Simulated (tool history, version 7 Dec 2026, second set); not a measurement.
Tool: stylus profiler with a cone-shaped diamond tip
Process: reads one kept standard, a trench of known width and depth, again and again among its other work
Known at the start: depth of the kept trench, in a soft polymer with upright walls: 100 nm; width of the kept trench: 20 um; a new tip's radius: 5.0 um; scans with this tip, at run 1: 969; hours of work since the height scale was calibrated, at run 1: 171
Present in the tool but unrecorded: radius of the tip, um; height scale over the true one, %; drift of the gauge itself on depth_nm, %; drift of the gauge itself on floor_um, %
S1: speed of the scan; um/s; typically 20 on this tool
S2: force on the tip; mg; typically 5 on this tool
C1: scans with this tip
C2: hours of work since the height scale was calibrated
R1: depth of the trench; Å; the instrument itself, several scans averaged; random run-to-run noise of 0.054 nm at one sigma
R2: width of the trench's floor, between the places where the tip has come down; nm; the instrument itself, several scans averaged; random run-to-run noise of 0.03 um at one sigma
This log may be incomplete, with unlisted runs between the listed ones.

run     day  S1     S2    C1   C2      R1     R2
  1       0  20      5   969  171  1024.6  17870
  2   0.467  20      5  1010  179  1023.6  17930
  3   1.138  20   2.29  1068  189  1014.4  17890
  4   1.917  20    2.7  1136  201  1015.6  17860
  5   2.767  20    2.7  1210  214    1016  17900
  6   3.292  51      5  1256  222  1024.2  17860
  7   4.158  51      5  1331  236  1026.2  17850
  8   5.175  51      5  1420  251  1024.4  17820
  9   6.179  51      5  1507  267  1024.9  17850
 10   6.629  51   6.29  1547  274  1028.6  17820
 11   7.662  20      5  1636  290  1024.8  17920
 12   8.292  20  10.78  1691  299  1040.9  17950
 13   9.317  20  10.78  1781  315    1041  17970
 14  10.188  20  10.78  1856  328  1040.9  17990
 15  10.683  20  10.78  1899  336  1040.8  17950
 16  11.575  20  10.78  1977  350  1041.3  17980
 17  12.283  20      5  2039  361  1025.5  17920
 18  13.342  20      5  2131  377  1025.1  17930
 19  13.817  20   3.26  2172  384  1018.7  17900
 20  14.312  20   3.26  2216  392  1018.4  17930
 21  15.221  20      5  2294  406  1024.1  17910
 22  15.825  31      5  2347  415  1024.8  17880
 23  16.304  31      5  2389  423  1024.3  17890
 24  16.888  31    9.4  2440  432  1038.3  17910
 25  17.625   7  14.26  2504  443  1049.8  17970
 26  18.679   7   6.75  2596  459  1029.2  17970
 27  19.258  41   5.43  2646  468  1026.3  17880
 28  19.712   9   3.47  2685  475  1018.9  17950
 29  20.283  24   6.53  2735  484  1029.2  17890
 30   20.75  20   8.35  2776  491  1035.4  17960
 31  21.692  44   4.29  2858  506  1022.7  17840
 32    22.6  45   2.71  2937  520    1017  17820
 33  23.633  14   9.45  3027  536  1037.1  17910
 34  24.529  14   9.45  3105  549  1037.8  17950
 35  25.079  14   2.63  3153  558  1015.4  17890
 36  25.617  16    1.7  3200  566  1011.4  17890
 37  26.267  16    1.7  3256  576    1012  17950
 38  26.729  29    1.7  3297  583  1012.1  17830
 39    27.3  29    1.7  3346  592  1011.9  17800
 40  28.312  42   8.32  3434  608  1034.2  17910
 41  29.167  42   8.32  3509  621  1034.7  17890
 42  29.608  25   6.47  3547  628  1029.6  17930
 43  30.192  25   6.47  3598  637  1028.6  17910
 44  30.717  25   6.47  3644  645  1029.5  17930
 45  31.521  11      5  3714  657  1024.7  17970
 46  32.367   7      5  3787  670  1024.7  18000
 47  33.171  14   5.07  3857  682  1025.1  17960

3 options for the next run, each taken on its own from the tool as it stands now. Forecast them:
  A  33.879  61   3.28  3919  693   ?   ?
  B  33.879   9  12.88  3919  693   ?   ?
  C  33.879  20    7.2  3919  693   ?   ?

run      R1     R2
  A  1017.9  17800
  B  1046.5  17960
  C  1031.8  17940
Take away the tool's hidden state, keep each run's random variation, and the runs would have read:
run      R1     R2
  A  1017.8  17800
  B  1046.4  17970
  C  1031.8  17940
